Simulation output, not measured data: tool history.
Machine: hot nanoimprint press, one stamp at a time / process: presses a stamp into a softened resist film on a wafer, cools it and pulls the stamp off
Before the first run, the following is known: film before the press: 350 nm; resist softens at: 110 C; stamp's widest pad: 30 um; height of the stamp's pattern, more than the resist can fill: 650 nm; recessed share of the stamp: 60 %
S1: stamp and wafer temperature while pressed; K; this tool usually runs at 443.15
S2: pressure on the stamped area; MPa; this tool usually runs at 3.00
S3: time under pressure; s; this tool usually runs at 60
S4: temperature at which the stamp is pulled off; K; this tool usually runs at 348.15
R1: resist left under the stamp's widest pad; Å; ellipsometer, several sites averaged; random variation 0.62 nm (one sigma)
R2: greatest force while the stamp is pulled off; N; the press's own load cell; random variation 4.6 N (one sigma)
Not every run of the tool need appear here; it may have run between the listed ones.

| run | hour | S1 | S2 | S3 | S4 | R1 | R2 |
|---|---|---|---|---|---|---|---|
| 1 | 0.0 | 443.15 | 3.00 | 60 | 348.15 | 1676 | 312 |
|  | 10.7 | plate thermocouple calibrated |
| 2 | 12.7 | 444.15 | 3.00 | 60 | 348.15 | 1585 | 306 |
| 3 | 18.6 | 444.15 | 3.00 | 60 | 348.15 | 1580 | 306 |
|  | 27.0 | stamp cleaned and given a new release coat |
| 4 | 34.1 | 443.15 | 3.00 | 60 | 348.15 | 1631 | 211 |
| 5 | 44.9 | 443.15 | 3.00 | 60 | 348.15 | 1639 | 225 |
|  | 55.3 | plate thermocouple calibrated, once more |
| 6 | 57.2 | 443.15 | 3.00 | 60 | 348.15 | 1757 | 232 |
| 7 | 64.3 | 443.15 | 3.00 | 60 | 348.15 | 1740 | 235 |
| 8 | 70.6 | 443.15 | 3.00 | 60 | 348.15 | 1745 | 237 |
| 9 | 81.4 | 443.15 | 3.00 | 60 | 348.15 | 1750 | 233 |
| 10 | 88.0 | 446.15 | 4.50 | 87 | 338.15 | 1110 | 271 |
| 11 | 94.6 | 446.15 | 4.50 | 87 | 338.15 | 1109 | 274 |
| 12 | 105.9 | 446.15 | 2.35 | 36 | 338.15 | 2057 | 277 |
| 13 | 114.2 | 446.15 | 2.35 | 36 | 338.15 | 2050 | 282 |
| 14 | 124.6 | 443.15 | 3.03 | 60 | 346.15 | 1729 | 262 |
| 15 | 132.5 | 443.15 | 3.03 | 39 | 346.15 | 2013 | 262 |
| 16 | 143.3 | 445.15 | 3.95 | 39 | 345.15 | 1668 | 266 |
| 17 | 151.2 | 443.15 | 3.00 | 60 | 348.15 | 1730 | 259 |

The next listed run, before its measurement:
| 18 | 160.9 | 443.15 | 3.00 | 60 | 348.15 | ? | ? |

{"run 18": {"R1": 1730, "R2": 263}}
The same run, on a tool lacking any hidden state, would have yielded R1 1734 Å, R2 224 N.
